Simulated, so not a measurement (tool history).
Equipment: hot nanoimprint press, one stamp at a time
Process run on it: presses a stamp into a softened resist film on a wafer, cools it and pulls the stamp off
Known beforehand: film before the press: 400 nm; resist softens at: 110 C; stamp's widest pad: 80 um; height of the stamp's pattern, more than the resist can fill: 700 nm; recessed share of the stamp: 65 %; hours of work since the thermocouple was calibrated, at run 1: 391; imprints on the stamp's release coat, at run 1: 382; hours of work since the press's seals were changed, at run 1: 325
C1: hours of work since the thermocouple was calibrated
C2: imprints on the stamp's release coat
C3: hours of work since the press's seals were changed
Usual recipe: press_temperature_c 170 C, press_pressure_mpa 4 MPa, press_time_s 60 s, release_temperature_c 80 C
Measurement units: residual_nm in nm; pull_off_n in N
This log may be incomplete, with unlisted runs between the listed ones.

Run 1, hour 0: usual settings; C1 391; C2 382; C3 325. Result: residual_nm 201.2 nm, pull_off_n 236 N.
Run 2, hour 59.6: usual settings; C1 415; C2 552; C3 349. Result: residual_nm 202 nm, pull_off_n 248 N.
At hour 88.6: plate thermocouple calibrated.
Run 3, hour 116.6: usual settings; C1 11; C2 707; C3 370. Result: residual_nm 194.7 nm, pull_off_n 272 N.
Run 4, hour 159.7: usual settings but release_temperature_c 87 C; C1 29; C2 830; C3 388. Result: residual_nm 195.2 nm, pull_off_n 269 N.
Run 5, hour 223.7: usual settings but press_time_s 91 s; C1 54; C2 1013; C3 413. Result: residual_nm 167.3 nm, pull_off_n 298 N.
Run 6, hour 293.2: usual settings but press_time_s 91 s; C1 82; C2 1212; C3 441. Result: residual_nm 168.2 nm, pull_off_n 323 N.
Run 7, hour 352.7: usual settings but press_temperature_c 164 C; C1 106; C2 1382; C3 465. Result: residual_nm 269.8 nm, pull_off_n 330 N.
Run 8, hour 383.9: usual settings but press_temperature_c 164 C; C1 119; C2 1471; C3 478. Result: residual_nm 270.4 nm, pull_off_n 325 N.
Run 9, hour 433.1: usual settings but press_temperature_c 164 C; C1 139; C2 1612; C3 498. Result: residual_nm 272 nm, pull_off_n 353 N.
Run 10, hour 488.4: usual settings but press_temperature_c 164 C; C1 161; C2 1770; C3 520. Result: residual_nm 271.8 nm, pull_off_n 371 N.
Run 11, hour 539: usual settings but press_temperature_c 164 C; C1 181; C2 1914; C3 540. Result: residual_nm 271.5 nm, pull_off_n 396 N.
At hour 595.8: stamp cleaned and given a new release coat.
Run 12, hour 609.8: usual settings; C1 207; C2 40; C3 566. Result: residual_nm 199.7 nm, pull_off_n 205 N.
Run 13, hour 675.1: usual settings but press_temperature_c 180 C; C1 234; C2 226; C3 593. Result: residual_nm 109.7 nm, pull_off_n 229 N.
Run 14, hour 733.3: usual settings but press_temperature_c 180 C; C1 257; C2 393; C3 616. Result: residual_nm 110.2 nm, pull_off_n 243 N.
Run 15, hour 766.5: usual settings but press_temperature_c 180 C; C1 270; C2 488; C3 629. Result: residual_nm 110.2 nm, pull_off_n 253 N.
Run 16, hour 811.1: usual settings but press_temperature_c 180 C, press_pressure_mpa 3.65 MPa, release_temperature_c 66 C; C1 288; C2 615; C3 647. Result: residual_nm 115.5 nm, pull_off_n 289 N.
Run 17, hour 876: usual settings but press_temperature_c 180 C, press_pressure_mpa 3.06 MPa; C1 314; C2 801; C3 673. Result: residual_nm 127 nm, pull_off_n 281 N.
Run 18, hour 918.5: usual settings but press_temperature_c 163 C, press_pressure_mpa 4.61 MPa, press_time_s 109 s, release_temperature_c 78 C; C1 331; C2 922; C3 691. Result: residual_nm 233.3 nm, pull_off_n 282 N.
Run 19, hour 967.4: usual settings but press_temperature_c 174 C, press_time_s 61 s, release_temperature_c 70 C; C1 351; C2 1062; C3 710. Result: residual_nm 159.1 nm, pull_off_n 323 N.
Run 20, hour 1013: usual settings but press_time_s 75 s; C1 369; C2 1192; C3 729. Result: residual_nm 186.7 nm, pull_off_n 310 N.
Run 21, hour 1066.5: usual settings but press_pressure_mpa 5.04 MPa; C1 391; C2 1345; C3 750. Result: residual_nm 184.7 nm, pull_off_n 337 N.
Run 22, hour 1129.9: usual settings but press_temperature_c 169 C, press_pressure_mpa 6.15 MPa, press_time_s 58 s, release_temperature_c 81 C; C1 416; C2 1527; C3 776. Result: residual_nm 181.9 nm, pull_off_n 341 N.
At hour 1158.3: plate thermocouple calibrated.
Run 23, hour 1201.5: usual settings but press_temperature_c 169 C, press_pressure_mpa 3.35 MPa; C1 17; C2 1723; C3 803. Result: residual_nm 223.4 nm, pull_off_n 381 N.
Run 24, hour 1260.7: usual settings but press_pressure_mpa 2.47 MPa, press_time_s 107 s; C1 41; C2 1892; C3 827. Result: residual_nm 197.8 nm, pull_off_n 387 N.
At hour 1330.7: stamp cleaned and given a new release coat.
Run 25, hour 1337.2: usual settings but press_pressure_mpa 2.47 MPa, press_time_s 107 s; C1 70; C2 18; C3 855. Result: residual_nm 199.4 nm, pull_off_n 208 N.
Run 26, hour 1381.6: usual settings but press_pressure_mpa 2.47 MPa, press_time_s 107 s; C1 87; C2 145; C3 873. Result: residual_nm 198.7 nm, pull_off_n 213 N.
Run 27, hour 1419.8: usual settings but press_temperature_c 177 C, press_time_s 80 s; C1 103; C2 255; C3 889. Result: residual_nm 115.5 nm, pull_off_n 225 N.
Run 28, hour 1473.1: usual settings but press_temperature_c 177 C, press_time_s 80 s; C1 124; C2 407; C3 910. Result: residual_nm 116.1 nm, pull_off_n 243 N.
At hour 1550: press's hydraulic seals changed and the load cell set to zero.
Run 29, hour 1551.2: usual settings but press_temperature_c 177 C, press_pressure_mpa 2.66 MPa, press_time_s 80 s, release_temperature_c 78 C; C1 152; C2 607; C3 0. Result: residual_nm 141.8 nm, pull_off_n 260 N.
Run 30, hour 1601.1: usual settings but press_temperature_c 180 C, press_pressure_mpa 2.88 MPa; C1 172; C2 750; C3 21. Result: residual_nm 129.4 nm, pull_off_n 269 N.

Table of differences, measured result less the result of that run with no hidden state. Run-to-run variation is the same in both. Gauge scatter possibly is not:
Hidden conditions of the tool in this case: true temperature over the reading, C; pressure that arrives at the usual setting, %; grip of the stamp's worn release coat, % over a new coat's; drift of the gauge itself on residual_nm, %; drift of the gauge itself on pull_off_n, %.
run  residual_nm  pull_off_n
  1         +6.8         +34
  2         +7.4         +49
  3         +0.5         +65
  4         +0.8         +74
  5         +1.4         +95
  6           +2        +117
  7           +3        +131
  8         +3.3        +134
  9         +3.8        +154
 10         +4.4        +173
 11         +4.8        +193
 12         +5.1          +3
 13         +3.4         +21
 14         +3.7         +35
 15         +3.9         +46
 16         +4.3         +63
 17         +4.9         +75
 18         +9.5         +85
 19         +7.2        +106
 20         +8.7        +111
 21         +9.6        +132
 22        +10.5        +144
 23           +2        +174
 24         +2.2        +186
 25         +2.9          +2
 26         +3.2         +13
 27         +2.8         +23
 28         +3.1         +37
 29         +2.9         +55
 30         +2.9         +68

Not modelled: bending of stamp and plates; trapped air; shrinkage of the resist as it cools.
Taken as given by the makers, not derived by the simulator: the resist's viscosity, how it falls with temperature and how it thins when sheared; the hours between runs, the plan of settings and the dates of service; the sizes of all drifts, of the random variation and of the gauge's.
